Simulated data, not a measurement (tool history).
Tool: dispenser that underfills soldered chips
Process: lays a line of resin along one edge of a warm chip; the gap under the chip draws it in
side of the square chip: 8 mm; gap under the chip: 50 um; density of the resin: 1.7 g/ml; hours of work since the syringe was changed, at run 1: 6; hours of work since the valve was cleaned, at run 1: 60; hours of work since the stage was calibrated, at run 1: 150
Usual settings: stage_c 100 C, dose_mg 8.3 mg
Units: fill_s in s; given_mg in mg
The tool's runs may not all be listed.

run,day,stage_c,dose_mg,hours of work since the syringe was changed,hours of work since the valve was cleaned,hours of work since the stage was calibrated,fill_s,given_mg
1,0,100,8.3,6,60,150,34.9,7.98
# day 0.058: new syringe of resin
2,0.104,100,8.3,1,62,152,28.2,8
3,0.308,100,8.3,4,65,155,31.5,7.96
4,0.433,100,8.3,6,67,157,33.5,8.02
# day 0.479: new syringe of resin
5,0.675,105,8.3,3,71,161,26.9,8.01
# day 0.904: new syringe of resin
6,0.904,100,8.3,0,75,165,27.5,8.02
7,1.004,100,8.3,2,77,167,29.5,8.05
8,1.204,100,8.14,5,80,170,33.5,7.79
# day 1.317: new syringe of resin
9,1.438,100,8.14,2,84,174,29.3,7.91
10,1.567,100,8.14,4,86,176,30.8,7.81
# day 1.729: new syringe of resin
11,1.754,100,8.1,0,89,179,29,7.67
12,1.908,114,8.09,3,92,182,20,7.73
13,2.096,114,8.09,6,95,185,21.4,7.69
# day 2.154: new syringe of resin
14,2.271,105,10.5,2,98,188,24.6,9.97
15,2.458,88,7.44,5,101,191,52.1,7
# day 2.571: new syringe of resin
16,2.654,88,7.44,1,104,194,45.8,7.06
17,2.8,109,10.78,4,106,196,23.1,10.2
18,2.904,95,10.25,6,108,198,38.9,9.65

Forecast each of these 3 alternatives for the next run:
# day 2.992: new syringe of resin
A,3.05,110,9.11,1,110,200,?,?
# day 2.992: new syringe of resin
B,3.05,92,10.25,1,110,200,?,?
# day 2.992: new syringe of resin
C,3.05,88,7.15,1,110,200,?,?

run,fill_s,given_mg
A,19.7,8.59
B,36.5,9.62
C,44.1,6.75
Without the tool's hidden state the same runs would have given:
run,fill_s,given_mg
A,19.5,9.08
B,36.1,10.18
C,42.9,7.14
